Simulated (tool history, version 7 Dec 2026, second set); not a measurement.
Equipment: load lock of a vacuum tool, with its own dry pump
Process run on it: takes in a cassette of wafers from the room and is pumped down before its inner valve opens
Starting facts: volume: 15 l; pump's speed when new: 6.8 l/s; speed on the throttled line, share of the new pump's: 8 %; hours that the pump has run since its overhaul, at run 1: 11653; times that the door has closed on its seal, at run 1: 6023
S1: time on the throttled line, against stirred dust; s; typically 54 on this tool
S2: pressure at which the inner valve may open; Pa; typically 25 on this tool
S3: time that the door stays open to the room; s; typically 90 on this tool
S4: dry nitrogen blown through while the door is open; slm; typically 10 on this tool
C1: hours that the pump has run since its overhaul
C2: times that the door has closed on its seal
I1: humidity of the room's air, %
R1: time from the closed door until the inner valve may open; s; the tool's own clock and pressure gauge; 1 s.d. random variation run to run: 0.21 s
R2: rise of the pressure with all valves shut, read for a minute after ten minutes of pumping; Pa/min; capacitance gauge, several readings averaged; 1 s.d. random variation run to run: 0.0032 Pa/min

run,hour,S1,S2,S3,S4,C1,C2,I1,R1,R2
1,0.0,54,25,90,10,11653,6023,45.3,69.2,0.134
2,151.6,54,25,90,10,11805,6209,45.1,69.5,0.141
3,338.5,54,25,123,10,11992,6437,43.7,69.3,0.163
4,557.8,54,25,123,10,12211,6706,43.9,69.9,0.155
5,818.5,54,25,123,10,12472,7025,48.0,69.3,0.175
6,1081.4,54,25,123,10,12735,7346,46.6,69.7,0.173
7,1385.2,54,25,123,10,13038,7718,43.7,69.6,0.175
8,1586.3,54,25,123,10,13239,7964,46.4,69.2,0.184
9,1828.4,54,25,123,10,13482,8260,43.3,69.8,0.178
10,2108.1,54,25,123,10,13761,8602,42.7,69.8,0.179
11,2299.9,54,25,90,10,13953,8837,47.9,69.5,0.167
12,2524.4,54,25,90,10,14178,9112,44.2,69.6,0.159
13,2783.0,54,25,90,10,14436,9428,47.1,69.9,0.164
14,2970.2,54,25,90,10,14623,9657,46.3,69.6,0.171
15,3172.0,54,25,90,10,14825,9904,42.4,70.1,0.167
16,3405.6,54,21,90,45,15059,10190,44.7,70.4,0.120
17,3608.5,54,36,90,27,15262,10438,48.3,69.2,0.144
# hour 3759.5: dry pump taken out, an overhauled one fitted
18,3787.6,48,36,90,25,28,10650,43.5,61.5,0.147
19,4065.7,54,30,90,20,306,10990,43.6,67.6,0.156
20,4198.0,70,25,48,10,439,11152,44.6,82.6,0.151
21,4382.0,70,25,26,8,623,11377,42.6,82.6,0.130
22,4675.1,70,25,26,8,916,11736,50.7,82.8,0.147
23,4896.9,77,36,109,14,1137,12007,47.1,87.9,0.195
24,5059.1,66,29,180,18,1300,12205,45.3,78.5,0.221
25,5291.1,59,38,212,16,1532,12489,47.6,71.5,0.256
26,5425.1,59,38,212,16,1666,12653,46.1,71.5,0.244
27,5579.7,54,47,30,10,1820,12842,49.0,66.6,0.155
28,5787.5,54,25,90,6,2028,13096,49.8,68.1,0.230
29,6003.2,54,25,90,6,2244,13360,43.9,68.2,0.227

A few steps of R1 between consecutive runs. Split each: what settings, incoming material and random variation would produce without the hidden state, and what is left over for the hidden state, along with gauge scatter present in only one of the two compared results (measured, and without hidden state):
The tool's hidden condition here consists of: pump's speed, % of a new pump's; leak at the door's seal, Pa l/s; drift of the gauge itself on ready_s, %; drift of the gauge itself on rise_pa_min, %.
Run 1 -> 2: nothing adjusted, nothing logged. R1 +0.3 s: hidden state +0.1, all else +0.2.
Run 17 -> 18: S1 54 -> 48, S4 27 -> 25, dry pump taken out, an overhauled one fitted. R1 -7.7 s: hidden state -1.9, all else -5.8.
Run 19 -> 20: S1 54 -> 70, S2 30 -> 25, S3 90 -> 48, S4 20 -> 10. R1 +15.0 s: hidden state +0.0, all else +15.0.
Run 23 -> 24: S1 77 -> 66, S2 36 -> 29, S3 109 -> 180, S4 14 -> 18. R1 -9.4 s: hidden state +0.1, all else -9.5.
